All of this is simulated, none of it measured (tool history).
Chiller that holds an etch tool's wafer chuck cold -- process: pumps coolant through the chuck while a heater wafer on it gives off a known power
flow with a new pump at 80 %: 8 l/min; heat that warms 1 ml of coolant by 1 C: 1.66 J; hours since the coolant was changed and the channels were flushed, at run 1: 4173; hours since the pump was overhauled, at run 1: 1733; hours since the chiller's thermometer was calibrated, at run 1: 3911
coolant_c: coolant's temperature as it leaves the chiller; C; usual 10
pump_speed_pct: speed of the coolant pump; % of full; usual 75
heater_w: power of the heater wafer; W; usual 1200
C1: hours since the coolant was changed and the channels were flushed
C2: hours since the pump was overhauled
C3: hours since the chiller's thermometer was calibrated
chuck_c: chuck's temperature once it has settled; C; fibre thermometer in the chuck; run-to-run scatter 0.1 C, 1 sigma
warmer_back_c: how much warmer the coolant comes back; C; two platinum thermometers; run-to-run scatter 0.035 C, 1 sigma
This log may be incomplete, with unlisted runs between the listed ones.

Run 1, hour 0.0: usual settings; C1 4173; C2 1733; C3 3911. Result: chuck_c 21.7 C, warmer_back_c 5.91 C.
Run 2, hour 97.0: usual settings but coolant_c 15 C; C1 4270; C2 1830; C3 4008. Result: chuck_c 26.8 C, warmer_back_c 5.94 C.
Run 3, hour 200.1: usual settings but coolant_c 15 C; C1 4373; C2 1933; C3 4111. Result: chuck_c 26.7 C, warmer_back_c 5.90 C.
Run 4, hour 297.1: usual settings but coolant_c 15 C; C1 4470; C2 2030; C3 4208. Result: chuck_c 26.8 C, warmer_back_c 5.96 C.
Run 5, hour 375.7: usual settings but coolant_c 15 C; C1 4548; C2 2109; C3 4287. Result: chuck_c 26.6 C, warmer_back_c 5.95 C.
Run 6, hour 452.9: usual settings but coolant_c 15 C; C1 4626; C2 2186; C3 4364. Result: chuck_c 26.7 C, warmer_back_c 5.94 C.
Run 7, hour 545.4: usual settings but pump_speed_pct 91 % of full; C1 4718; C2 2279; C3 4456. Result: chuck_c 20.1 C, warmer_back_c 4.80 C.
Run 8, hour 666.9: usual settings; C1 4839; C2 2400; C3 4578. Result: chuck_c 21.7 C, warmer_back_c 6.00 C.
Run 9, hour 817.3: usual settings but heater_w 1164 W; C1 4990; C2 2550; C3 4728. Result: chuck_c 21.4 C, warmer_back_c 5.86 C.
Run 10, hour 921.5: usual settings but heater_w 1164 W; C1 5094; C2 2655; C3 4832. Result: chuck_c 21.6 C, warmer_back_c 5.86 C.
Run 11, hour 1032.6: usual settings but heater_w 1164 W; C1 5205; C2 2766; C3 4944. Result: chuck_c 21.6 C, warmer_back_c 5.87 C.
At hour 1044.3: coolant pump overhauled.
At hour 1161.0: coolant changed, channels flushed.
Run 12, hour 1190.1: usual settings but coolant_c 9 C, pump_speed_pct 84 % of full, heater_w 1123 W; C1 29; C2 140; C3 5090. Result: chuck_c 18.6 C, warmer_back_c 4.99 C.
Run 13, hour 1274.7: usual settings but coolant_c 6 C, pump_speed_pct 69 % of full; C1 114; C2 224; C3 5175. Result: chuck_c 17.9 C, warmer_back_c 6.66 C.
Run 14, hour 1425.5: usual settings but pump_speed_pct 68 % of full, heater_w 1104 W; C1 264; C2 375; C3 5326. Result: chuck_c 21.1 C, warmer_back_c 6.17 C.
At hour 1499.2: coolant pump overhauled, once more.
Run 15, hour 1524.7: usual settings but coolant_c 9 C, pump_speed_pct 86 % of full, heater_w 1010 W; C1 359; C2 26; C3 5420. Result: chuck_c 17.4 C, warmer_back_c 4.21 C.

For run 16, what comes out?
At hour 1633.4: chiller's thermometer calibrated.
Run 16, hour 1647.8: usual settings but coolant_c 4 C, pump_speed_pct 91 % of full, heater_w 1010 W; C1 481; C2 148; C3 14. Result: chuck_c ?, warmer_back_c ?.

Run 16 measured chuck_c 12.2 C, warmer_back_c 4.00 C.
Minus the tool's unlogged condition, the same run would have read chuck_c 12.1 C, warmer_back_c 3.96 C.

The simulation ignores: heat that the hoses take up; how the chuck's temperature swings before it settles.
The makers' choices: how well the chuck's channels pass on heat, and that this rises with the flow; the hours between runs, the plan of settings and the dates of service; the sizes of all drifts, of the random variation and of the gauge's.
